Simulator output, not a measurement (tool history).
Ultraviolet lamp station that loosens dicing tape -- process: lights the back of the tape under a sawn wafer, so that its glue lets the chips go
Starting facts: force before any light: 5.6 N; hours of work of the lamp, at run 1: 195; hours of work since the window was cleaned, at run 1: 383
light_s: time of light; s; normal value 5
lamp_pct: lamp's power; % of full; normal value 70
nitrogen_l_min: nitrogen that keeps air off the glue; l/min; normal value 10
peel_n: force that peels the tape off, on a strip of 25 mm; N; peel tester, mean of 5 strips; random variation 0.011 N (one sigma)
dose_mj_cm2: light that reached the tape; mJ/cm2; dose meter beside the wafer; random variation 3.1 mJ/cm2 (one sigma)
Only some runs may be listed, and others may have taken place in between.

run,hour,light_s,lamp_pct,nitrogen_l_min,hours of work of the lamp,hours of work since the window was cleaned,peel_n,dose_mj_cm2
1,0,5,70,10,195,383,0.452,462
2,5.4,5,70,10,199,387,0.47,460
3,13.5,3,70,10,204,392,1.168,273
4,20.5,3,70,10,209,397,1.15,275
5,26.3,5,70,10,213,401,0.493,460
6,33.2,5,70,10,218,405,0.487,465
7,42.2,4,70,10,224,411,0.73,369
8,49.5,4,70,10,228,416,0.709,370
9,56.6,5,70,4,233,421,0.956,464
10,62.6,5,70,4,237,425,0.923,463
11,66.5,5,70,4,240,428,0.922,460
12,71.6,5,70,10,243,431,0.482,458
13,76,5,70,10,246,434,0.487,461
14,85,5,70,3,252,440,1.15,462
15,89.6,5,70,15,255,443,0.37,463
16,98.4,5,70,17,261,449,0.344,466
17,102.3,5,70,17,264,451,0.356,461
# hour 105.8: window cleaned of glue's vapour
18,110.6,5,70,17,269,3,0.342,466
19,119.6,5,70,10,275,9,0.476,460
20,126.2,5,70,4,280,14,0.945,459
21,132,5,70,13,283,18,0.413,459
22,139.5,2,83,10,288,23,1.576,222
23,144.9,2,83,10,292,26,1.614,215
24,151.8,2,83,10,297,31,1.652,222
25,160.3,5,75,8,302,36,0.518,492
26,166.1,5,79,6,306,40,0.562,519
27,170,5,61,4,309,43,1.139,405
28,177.5,3,68,4,314,48,1.919,267
29,183.8,4,86,5,318,52,0.854,454
30,192.8,4,86,5,324,58,0.843,452
31,201.3,6,64,5,330,64,0.68,502
32,205.9,6,64,5,333,67,0.685,511
33,215.5,6,64,5,339,73,0.698,508
34,223.8,6,64,5,345,79,0.688,509
35,228.2,7,68,6,348,82,0.394,623
36,234.9,4,70,12,352,86,0.655,364
37,239.5,9,61,3,355,89,0.528,720
38,243.5,5,70,15,358,92,0.385,462
39,250.6,5,70,15,363,97,0.385,457
40,260.1,5,70,6,369,103,0.698,460

Branching from run 40: 3 alternative next runs. What would each branch give?
A,267.6,5,70,10,374,108,?,?
B,267.6,4,69,15,374,108,?,?
C,267.6,2,74,7,374,108,?,?

run,peel_n,dose_mj_cm2
A,0.493,460
B,0.559,365
C,2.038,196
The same runs, with their run-to-run variation unchanged, on a tool lacking any hidden condition would have given:
run,peel_n,dose_mj_cm2
A,0.491,460
B,0.557,366
C,2.036,196
